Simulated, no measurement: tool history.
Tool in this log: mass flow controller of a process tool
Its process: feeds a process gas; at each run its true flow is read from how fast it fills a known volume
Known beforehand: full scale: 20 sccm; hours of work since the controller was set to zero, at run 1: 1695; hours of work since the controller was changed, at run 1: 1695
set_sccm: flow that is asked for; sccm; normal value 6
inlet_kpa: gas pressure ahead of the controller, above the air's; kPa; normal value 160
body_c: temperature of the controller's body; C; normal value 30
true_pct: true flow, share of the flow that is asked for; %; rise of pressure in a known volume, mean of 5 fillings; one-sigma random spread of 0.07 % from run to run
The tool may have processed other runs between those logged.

| run | day | set_sccm | inlet_kpa | body_c | hours of work since the controller was set to zero | hours of work since the controller was changed | true_pct |
|---|---|---|---|---|---|---|---|
| 1 | 0 | 6 | 160 | 30 | 1695 | 1695 | 98.76 |
| 2 | 2.883 | 11 | 160 | 30 | 1738 | 1738 | 99.33 |
| 3 | 5.033 | 6 | 160 | 22 | 1770 | 1770 | 98.31 |
| 4 | 6.971 | 6 | 160 | 30 | 1799 | 1799 | 98.97 |
| 5 | 10.538 | 6 | 160 | 30 | 1853 | 1853 | 98.98 |
| 6 | 13.975 | 6 | 160 | 30 | 1904 | 1904 | 98.84 |
| 7 | 15.812 | 6 | 160 | 21 | 1932 | 1932 | 98.2 |
| 8 | 18.8 | 6 | 270 | 30 | 1977 | 1977 | 99.53 |
| 9 | 21.938 | 6 | 270 | 30 | 2024 | 2024 | 99.45 |
| 10 | 25.471 | 6 | 270 | 30 | 2077 | 2077 | 99.63 |
| 11 | 27.983 | 6 | 160 | 30 | 2114 | 2114 | 98.89 |
| 12 | 29.729 | 6 | 160 | 30 | 2141 | 2141 | 98.73 |
| 13 | 33.192 | 9 | 160 | 30 | 2192 | 2192 | 99.17 |
| 14 | 35.725 | 6 | 162 | 30 | 2230 | 2230 | 98.9 |
| 15 | 38.671 | 6 | 162 | 30 | 2275 | 2275 | 98.86 |
| 16 | 41.583 | 6 | 160 | 30 | 2318 | 2318 | 98.86 |
| 17 | 43.5 | 6 | 160 | 26 | 2347 | 2347 | 98.66 |
| 18 | 44.946 | 6 | 160 | 26 | 2369 | 2369 | 98.57 |
| 19 | 46.608 | 6 | 160 | 26 | 2394 | 2394 | 98.58 |
| 20 | 48.162 | 2 | 160 | 30 | 2417 | 2417 | 98.55 |
| 21 | 50.567 | 2 | 160 | 30 | 2453 | 2453 | 98.52 |
| 22 | 53.712 | 6 | 160 | 30 | 2500 | 2500 | 98.92 |
| 23 | 55.433 | 6 | 160 | 23 | 2526 | 2526 | 98.31 |
| 24 | 58.858 | 6 | 160 | 30 | 2577 | 2577 | 98.96 |
| 25 | 61.692 | 6 | 160 | 30 | 2620 | 2620 | 98.95 |
| 26 | 65.054 | 6 | 160 | 30 | 2670 | 2670 | 98.99 |
| 27 | 68.454 | 7 | 141 | 29 | 2721 | 2721 | 98.84 |
| 28 | 71.062 | 6 | 152 | 20 | 2760 | 2760 | 98.18 |
| 29 | 74.625 | 17 | 152 | 35 | 2814 | 2814 | 100.25 |
| 30 | 76.975 | 6 | 241 | 37 | 2849 | 2849 | 99.95 |
| 31 | 78.558 | 6 | 163 | 20 | 2873 | 2873 | 98.19 |
| 32 | 81.979 | 6 | 168 | 20 | 2924 | 2924 | 98.18 |
| 33 | 85.1 | 6 | 168 | 20 | 2971 | 2971 | 98.06 |
| 34 | 88.542 | 6 | 168 | 20 | 3022 | 3022 | 98.2 |
| 35 | 91.383 | 6 | 168 | 20 | 3065 | 3065 | 98.11 |
| 36 | 93.258 | 6 | 158 | 24 | 3093 | 3093 | 98.41 |
| 37 | 94.742 | 6 | 158 | 24 | 3115 | 3115 | 98.4 |
| 38 | 97.938 | 14 | 173 | 29 | 3163 | 3163 | 99.68 |
| 39 | 100.6 | 14 | 173 | 29 | 3203 | 3203 | 99.78 |
| 40 | 103.725 | 4 | 256 | 31 | 3250 | 3250 | 99.39 |
| 41 | 105.65 | 4 | 256 | 31 | 3279 | 3279 | 99.28 |
| 42 | 108.575 | 3 | 173 | 39 | 3323 | 3323 | 99.4 |
| 43 | 111.525 | 4 | 160 | 23 | 3367 | 3367 | 98.21 |
| 44 | 114.438 | 6 | 219 | 36 | 3410 | 3410 | 99.74 |
| 45 | 116.288 | 6 | 183 | 37 | 3438 | 3438 | 99.59 |
| 46 | 119.004 | 6 | 160 | 29 | 3479 | 3479 | 98.9 |
| 47 | 122.029 | 19 | 142 | 30 | 3524 | 3524 | 100.01 |
| 48 | 124.796 | 19 | 228 | 30 | 3566 | 3566 | 100.63 |
| 49 | 126.408 | 4 | 240 | 21 | 3590 | 3590 | 98.44 |
| 50 | 127.854 | 4 | 240 | 21 | 3612 | 3612 | 98.41 |

Here are 3 independent what-if runs from the current tool condition. What would each one return?
| A | 130.854 | 6 | 160 | 22 | 3657 | 3657 | ? |
| B | 130.854 | 11 | 243 | 35 | 3657 | 3657 | ? |
| C | 130.854 | 10 | 152 | 21 | 3657 | 3657 | ? |

| run | true_pct |
|---|---|
| A | 98.33 |
| B | 100.17 |
| C | 98.58 |
Stripped of hidden state, with their random variation kept, the same runs would have yielded:
| run | true_pct |
|---|---|
| A | 98.32 |
| B | 100.17 |
| C | 98.58 |

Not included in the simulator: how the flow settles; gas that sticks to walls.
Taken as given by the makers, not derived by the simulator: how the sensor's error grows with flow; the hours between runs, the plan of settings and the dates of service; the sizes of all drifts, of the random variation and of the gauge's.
